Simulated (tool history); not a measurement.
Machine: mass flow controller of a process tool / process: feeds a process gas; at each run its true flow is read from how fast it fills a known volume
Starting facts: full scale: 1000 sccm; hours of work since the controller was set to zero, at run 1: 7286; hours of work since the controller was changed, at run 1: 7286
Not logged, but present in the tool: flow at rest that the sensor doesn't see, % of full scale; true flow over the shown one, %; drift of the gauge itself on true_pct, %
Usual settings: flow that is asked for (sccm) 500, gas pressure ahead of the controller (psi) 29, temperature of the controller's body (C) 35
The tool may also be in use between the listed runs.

run      day  flow that is asked for (sccm)  gas pressure ahead of the controller (psi)  temperature of the controller's body (C)  hours of work since the controller was set to zero  hours of work since the controller was changed  true flow (%)
  1        0                            500                                          29                                        35                                                7286                                            7286           97.7
  2    6.762                            500                                          29                                        35                                                7388                                            7388          97.67
  3   13.888                            535                                          29                                        35                                                7496                                            7496          97.91
  4   24.958                            535                                          29                                        35                                                7664                                            7664          97.97
  5   31.804                            535                                          29                                        35                                                7767                                            7767          97.99
  6   40.171                            500                                          29                                        35                                                7894                                            7894          97.65
  7   48.242                            500                                          29                                        35                                                8016                                            8016          97.72
  8   54.058                            500                                          29                                        35                                                8104                                            8104          97.66
  9   67.575                            500                                          29                                        21                                                8309                                            8309          98.38
 10   78.858                            500                                          29                                        35                                                8479                                            8479          97.73
      80.758  -- controller's zero set anew
 11   86.571                            500                                          29                                        30                                                  88                                            8596         100.48
 12   97.625                            500                                          29                                        21                                                 255                                            8763         100.76
 13  105.221                            500                                          29                                        21                                                 370                                            8878         100.76
 14  117.221                            500                                          29                                        35                                                 552                                            9060         100.18
 15  128.512                            500                                          29                                        31                                                 723                                            9231         100.38
 16  136.212                            500                                          29                                        31                                                 839                                            9347         100.35
 17  148.312                            102                                          29                                        28                                                1022                                            9530          98.02
 18  161.475                            102                                          29                                        28                                                1222                                            9729          97.83
 19  167.388                            102                                          29                                        28                                                1311                                            9819          97.78
 20  173.546                            102                                        30.2                                        32                                                1404                                            9912          97.39
 21  184.429                            102                                        30.2                                        32                                                1569                                           10077           97.3
 22  194.571                            137                                        27.6                                        30                                                1723                                           10230          97.96
 23  204.162                            824                                          29                                        24                                                1868                                           10376         101.67
 24  217.246                            824                                          29                                        24                                                2066                                           10574         101.65
 25   225.25                            506                                        24.5                                        37                                                2187                                           10695         100.21
 26  238.171                            506                                        24.5                                        37                                                2382                                           10890         100.12
 27  244.154                            506                                        24.5                                        37                                                2473                                           10981         100.13
 28  252.283                            500                                        34.1                                        38                                                2596                                           11104          99.79
     257.954  -- controller exchanged for a calibrated one
 29  262.829                            321                                        36.3                                        34                                                  74                                              74          97.68
 30  270.733                            144                                        36.3                                        34                                                 193                                             193             97
 31  281.725                            144                                        36.3                                        34                                                 360                                             360          96.82

Predict each of these 4 candidate next runs independently; none follows another, all start after run 31:
  A  288.812                            558                                        24.8                                        35                                                 467                                             467              ?
  B  288.812                            153                                          29                                        35                                                 467                                             467              ?
  C  288.812                            415                                        20.6                                        31                                                 467                                             467              ?
  D  288.812                            106                                          29                                        23                                                 467                                             467              ?

run  true flow (%)
  A          98.58
  B          97.05
  C          98.46
  D          97.23
What these runs would have given with no unlogged condition in the tool:
run  true flow (%)
  A          98.49
  B          97.28
  C          98.41
  D          97.66
